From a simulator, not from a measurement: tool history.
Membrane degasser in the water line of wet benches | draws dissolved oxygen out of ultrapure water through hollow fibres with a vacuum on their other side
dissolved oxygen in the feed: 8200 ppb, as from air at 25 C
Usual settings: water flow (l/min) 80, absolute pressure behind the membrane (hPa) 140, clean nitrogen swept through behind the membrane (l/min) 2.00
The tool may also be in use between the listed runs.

run	hour	water flow (l/min)	absolute pressure behind the membrane (hPa)	clean nitrogen swept through behind the membrane (l/min)	dissolved oxygen in the water behind the degasser (ppb)	pressure that the water loses in the fibres (hPa)
1	0.0	80	140	2.00	843.6	353.5
2	27.8	110	140	2.00	1073.5	486.1
3	60.2	110	140	2.00	1077.3	489.0
4	105.3	110	140	2.00	1076.2	486.6
5	140.2	110	140	2.00	1074.7	486.1
6	177.5	110	181	2.00	1401.2	486.7
7	208.3	110	181	2.00	1405.3	486.0
8	247.3	80	140	3.69	537.3	353.7
9	272.3	107	140	3.69	694.8	472.6
10	308.5	80	143	2.00	865.1	353.5
11	354.6	80	143	2.00	864.8	351.8
12	395.5	80	143	2.00	868.6	353.3
13	443.0	80	143	2.00	864.0	352.0
14	493.3	80	295	2.00	1778.0	353.6
15	544.6	80	295	2.00	1779.1	354.9
16	589.1	80	295	2.00	1778.1	354.7
17	642.3	80	295	2.00	1779.0	352.3
18	670.4	80	140	2.89	648.3	353.5
19	706.5	121	140	1.25	1516.8	533.3
20	747.3	59	205	4.32	544.9	260.7
21	786.6	80	88	1.71	537.7	353.2
22	830.9	54	342	0.86	2636.1	239.7
23	868.3	69	88	4.97	214.7	304.4
24	918.7	111	88	1.08	909.1	490.3
25	951.4	111	88	1.08	908.4	491.3
26	1008.2	70	175	1.25	1343.0	310.2
27	1062.8	56	140	1.16	946.3	248.1
28	1096.0	54	126	2.05	534.5	239.5
29	1120.9	54	335	2.05	1479.4	238.5
30	1163.2	54	335	2.05	1482.0	240.8
31	1214.0	73	242	3.42	934.8	322.9

4 ways to go on from here, each from the tool as it stands after run 31. What would each give?
# hour 1226.5: vacuum gauge calibrated
A	1240.8	75	242	2.20	?	?
# hour 1226.5: vacuum gauge calibrated
B	1240.8	51	233	2.00	?	?
# hour 1226.5: vacuum gauge calibrated
C	1240.8	73	242	1.38	?	?
# hour 1226.5: vacuum gauge calibrated
D	1240.8	112	94	2.05	?	?

run	dissolved oxygen in the water behind the degasser (ppb)	pressure that the water loses in the fibres (hPa)
A	1314.1	333.0
B	1009.6	224.3
C	1764.7	323.9
D	666.3	496.1
Without the tool's hidden state the same runs would have given:
run	dissolved oxygen in the water behind the degasser (ppb)	pressure that the water loses in the fibres (hPa)
A	1310.9	330.9
B	1004.6	222.9
C	1764.5	321.9
D	665.8	493.0

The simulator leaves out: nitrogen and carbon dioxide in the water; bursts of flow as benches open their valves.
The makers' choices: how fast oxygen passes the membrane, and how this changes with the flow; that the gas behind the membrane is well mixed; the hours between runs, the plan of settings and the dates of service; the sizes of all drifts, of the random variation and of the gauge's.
